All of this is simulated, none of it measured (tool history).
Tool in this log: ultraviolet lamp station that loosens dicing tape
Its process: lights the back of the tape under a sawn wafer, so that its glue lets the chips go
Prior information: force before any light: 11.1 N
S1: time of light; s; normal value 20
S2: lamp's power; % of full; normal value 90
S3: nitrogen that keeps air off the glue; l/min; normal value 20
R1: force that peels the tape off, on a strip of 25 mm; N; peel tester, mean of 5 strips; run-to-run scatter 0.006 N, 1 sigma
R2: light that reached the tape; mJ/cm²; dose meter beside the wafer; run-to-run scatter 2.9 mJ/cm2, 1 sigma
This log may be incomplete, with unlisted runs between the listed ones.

{"run": 1, "hour": 0.0, "S1": 20, "S2": 90, "S3": 20, "R1": 0.194, "R2": 383}
{"run": 2, "hour": 17.7, "S1": 20, "S2": 90, "S3": 20, "R1": 0.197, "R2": 379}
{"run": 3, "hour": 38.8, "S1": 20, "S2": 90, "S3": 20, "R1": 0.2, "R2": 378}
{"run": 4, "hour": 62.7, "S1": 11, "S2": 90, "S3": 20, "R1": 0.867, "R2": 208}
{"run": 5, "hour": 102.2, "S1": 11, "S2": 90, "S3": 20, "R1": 0.913, "R2": 204}
{"hour": 133.2, "done": "window cleaned of glue's vapour"}
{"run": 6, "hour": 136.0, "S1": 20, "S2": 81, "S3": 20, "R1": 0.3, "R2": 317}
{"run": 7, "hour": 168.3, "S1": 20, "S2": 90, "S3": 8, "R1": 0.591, "R2": 352}
{"run": 8, "hour": 192.7, "S1": 20, "S2": 90, "S3": 17, "R1": 0.28, "R2": 346}
{"run": 9, "hour": 228.2, "S1": 20, "S2": 90, "S3": 20, "R1": 0.253, "R2": 346}
{"hour": 254.0, "done": "window cleaned of glue's vapour, once more"}
{"run": 10, "hour": 261.5, "S1": 20, "S2": 90, "S3": 20, "R1": 0.21, "R2": 378}
{"run": 11, "hour": 285.7, "S1": 20, "S2": 90, "S3": 20, "R1": 0.209, "R2": 378}
{"run": 12, "hour": 314.2, "S1": 20, "S2": 90, "S3": 12, "R1": 0.331, "R2": 369}
{"run": 13, "hour": 334.3, "S1": 20, "S2": 90, "S3": 12, "R1": 0.346, "R2": 367}
{"run": 14, "hour": 363.8, "S1": 20, "S2": 90, "S3": 12, "R1": 0.36, "R2": 363}
{"run": 15, "hour": 383.8, "S1": 20, "S2": 95, "S3": 12, "R1": 0.313, "R2": 385}
{"run": 16, "hour": 420.8, "S1": 11, "S2": 90, "S3": 20, "R1": 1.022, "R2": 201}
{"run": 17, "hour": 447.8, "S1": 11, "S2": 90, "S3": 20, "R1": 1.066, "R2": 195}
{"run": 18, "hour": 469.7, "S1": 11, "S2": 90, "S3": 20, "R1": 1.061, "R2": 193}
{"run": 19, "hour": 507.2, "S1": 11, "S2": 90, "S3": 20, "R1": 1.067, "R2": 190}
{"run": 20, "hour": 526.1, "S1": 11, "S2": 90, "S3": 20, "R1": 1.085, "R2": 192}
{"run": 21, "hour": 561.5, "S1": 20, "S2": 90, "S3": 20, "R1": 0.237, "R2": 342}
{"run": 22, "hour": 577.8, "S1": 20, "S2": 90, "S3": 20, "R1": 0.25, "R2": 341}
{"run": 23, "hour": 609.6, "S1": 25, "S2": 81, "S3": 10, "R1": 0.423, "R2": 376}
{"run": 24, "hour": 635.7, "S1": 15, "S2": 64, "S3": 10, "R1": 2.14, "R2": 174}
{"run": 25, "hour": 674.7, "S1": 15, "S2": 64, "S3": 10, "R1": 2.148, "R2": 173}
{"run": 26, "hour": 698.1, "S1": 15, "S2": 64, "S3": 10, "R1": 2.199, "R2": 174}
{"run": 27, "hour": 719.2, "S1": 17, "S2": 89, "S3": 10, "R1": 0.931, "R2": 271}
{"run": 28, "hour": 753.4, "S1": 28, "S2": 88, "S3": 20, "R1": 0.144, "R2": 434}
{"run": 29, "hour": 786.1, "S1": 20, "S2": 62, "S3": 14, "R1": 1.149, "R2": 220}
{"run": 30, "hour": 815.2, "S1": 20, "S2": 62, "S3": 14, "R1": 1.082, "R2": 215}
{"run": 31, "hour": 853.8, "S1": 21, "S2": 84, "S3": 37, "R1": 0.225, "R2": 301}
{"hour": 865.5, "done": "window cleaned of glue's vapour"}
{"run": 32, "hour": 872.4, "S1": 21, "S2": 62, "S3": 10, "R1": 1.286, "R2": 237}
{"run": 33, "hour": 894.5, "S1": 20, "S2": 93, "S3": 20, "R1": 0.3, "R2": 337}
{"run": 34, "hour": 932.3, "S1": 15, "S2": 82, "S3": 20, "R1": 0.824, "R2": 215}
{"run": 35, "hour": 949.0, "S1": 22, "S2": 66, "S3": 26, "R1": 0.43, "R2": 251}
{"run": 36, "hour": 981.8, "S1": 18, "S2": 78, "S3": 36, "R1": 0.389, "R2": 248}
{"run": 37, "hour": 1006.8, "S1": 11, "S2": 62, "S3": 38, "R1": 1.851, "R2": 117}
{"run": 38, "hour": 1026.0, "S1": 11, "S2": 62, "S3": 38, "R1": 1.882, "R2": 113}
{"run": 39, "hour": 1062.6, "S1": 13, "S2": 87, "S3": 8, "R1": 2.164, "R2": 185}
{"run": 40, "hour": 1091.6, "S1": 13, "S2": 90, "S3": 39, "R1": 0.618, "R2": 193}
{"run": 41, "hour": 1124.2, "S1": 10, "S2": 84, "S3": 8, "R1": 3.449, "R2": 136}
{"run": 42, "hour": 1145.3, "S1": 35, "S2": 84, "S3": 12, "R1": 0.196, "R2": 467}
{"run": 43, "hour": 1165.9, "S1": 35, "S2": 80, "S3": 8, "R1": 0.319, "R2": 450}

Consider 3 possible next runs. They are alternatives, not a sequence: every one starts from the tool as it was left by run 43. What does each give?
{"run": "A", "hour": 1196.9, "S1": 35, "S2": 80, "S3": 7, "R1": "?", "R2": "?"}
{"run": "B", "hour": 1196.9, "S1": 38, "S2": 63, "S3": 11, "R1": "?", "R2": "?"}
{"run": "C", "hour": 1196.9, "S1": 22, "S2": 71, "S3": 35, "R1": "?", "R2": "?"}

run=A R1=0.376 R2=442
run=B R1=0.358 R2=378
run=C R1=0.358 R2=246
With the hidden condition removed and each run's random variation left untouched, the same runs would have given:
run=A R1=0.152 R2=661
run=B R1=0.150 R2=565
run=C R1=0.158 R2=368

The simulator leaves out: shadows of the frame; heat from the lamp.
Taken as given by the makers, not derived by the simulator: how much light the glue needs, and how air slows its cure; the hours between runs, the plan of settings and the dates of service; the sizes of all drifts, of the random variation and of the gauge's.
